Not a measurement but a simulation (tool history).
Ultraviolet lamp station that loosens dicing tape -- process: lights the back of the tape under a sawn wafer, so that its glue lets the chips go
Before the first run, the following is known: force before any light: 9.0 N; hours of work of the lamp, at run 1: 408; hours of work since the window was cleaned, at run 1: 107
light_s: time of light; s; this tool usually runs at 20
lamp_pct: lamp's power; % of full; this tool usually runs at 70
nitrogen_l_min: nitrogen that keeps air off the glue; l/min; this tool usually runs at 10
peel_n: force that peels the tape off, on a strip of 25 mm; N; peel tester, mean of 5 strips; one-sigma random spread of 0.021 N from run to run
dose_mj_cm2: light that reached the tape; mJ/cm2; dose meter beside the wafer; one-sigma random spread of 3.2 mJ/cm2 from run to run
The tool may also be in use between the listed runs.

run    hour  light_s  lamp_pct  nitrogen_l_min  hours of work of the lamp  hours of work since the window was cleaned  peel_n  dose_mj_cm2
  1       0       20        70              10                        408                                         107   1.265          428
  2    29.7       29        70              10                        422                                         121   0.585          620
  3    78.8       20        70              10                        447                                         146   1.336          418
  4   136.6       14        70              10                        475                                         174   2.549          292
      199.9  -- window cleaned of glue's vapour
  5   204.7       14        70              10                        509                                           2   2.202          309
  6   247.3       14        70              10                        530                                          24   2.312          309
  7   279.4       14        70              10                        546                                          39   2.299          303
  8   319.9       14        70              10                        566                                          60   2.314          301
  9     368       20        61              10                        590                                          83   1.758          363
 10   414.2       20        70              10                        613                                         106   1.416          410
 11   465.5       20        70               3                        638                                         132   2.693          407
 12   504.8       20        70              10                        658                                         151   1.528          405
 13   554.9       20        70              16                        683                                         176   1.201          400
 14   598.5       20        70              16                        704                                         198   1.244          391
      618.2  -- window cleaned of glue's vapour
 15   667.6       20        70              16                        738                                          24   1.082          428
 16   717.3       20        70              16                        763                                          49   1.064          414
 17   759.6       20        70               5                        784                                          70   2.066          410
 18   819.3       20        70              17                        813                                         100   1.172          402
 19   866.5       20        70               5                        837                                         123   2.102          393
 20   931.3       20        70               5                        869                                         155   2.139          385
 21   964.1       20        70               5                        885                                         172   2.227          384
 22  1029.5       20        70               5                        918                                         204   2.327          374
     1035.3  -- window cleaned of glue's vapour
 23  1083.4       22        69               3                        944                                          24   2.469          441
 24  1130.6       38        70              10                        968                                          47   0.332          764
 25    1167       14        70              10                        986                                          65   2.535          277
 26  1206.7       14        70              10                       1005                                          85   2.745          275
 27  1274.6       14        70              10                       1039                                         119   2.704          265
 28  1312.5       20        75              10                       1058                                         137    1.59          402
 29    1353       20        75              10                       1078                                         158   1.522          399
 30  1387.3       20        75              10                       1095                                         175   1.485          393
 31  1439.2       20        75              10                       1121                                         200   1.548          387
     1451.5  -- window cleaned of glue's vapour
 32  1476.4       20        70               4                       1139                                          12   2.403          395
 33  1540.4       20        70               4                       1171                                          44   2.419          389
 34  1602.3       20        70               4                       1201                                          75   2.525          380
 35  1655.9       20        70               4                       1228                                         101   2.681          370
 36  1696.5       35        61               4                       1248                                         121     1.4          561
 37    1752       40        70              10                       1276                                         149   0.387          730
 38  1805.3       26        87              15                       1302                                         175   0.559          573
 39  1842.1       26        87              15                       1320                                         194   0.573          561
       1868  -- window cleaned of glue's vapour
 40  1892.9       26        91              15                       1345                                          12     0.4          636
 41  1947.2       13        61               4                       1372                                          39   4.439          210
 42  1977.1       11        89               6                       1387                                          54   3.333          257
 43  2029.4       19        67               6                       1413                                          80   2.564          335

Predict each of these 4 candidate next runs independently; none follows another, all start after run 43:
  A  2061.8       28        75               9                       1429                                          96       ?            ?
  B  2061.8       20        74              10                       1429                                          96       ?            ?
  C  2061.8       18        67              15                       1429                                          96       ?            ?
  D  2061.8       25        96               5                       1429                                          96       ?            ?

run  peel_n  dose_mj_cm2
  A   0.916          544
  B   1.695          377
  C   2.022          306
  D   1.029          614
With the hidden condition removed and each run's random variation left untouched, the same runs would have given:
run  peel_n  dose_mj_cm2
  A   0.418          744
  B   0.925          517
  C   1.158          420
  D    0.48          841

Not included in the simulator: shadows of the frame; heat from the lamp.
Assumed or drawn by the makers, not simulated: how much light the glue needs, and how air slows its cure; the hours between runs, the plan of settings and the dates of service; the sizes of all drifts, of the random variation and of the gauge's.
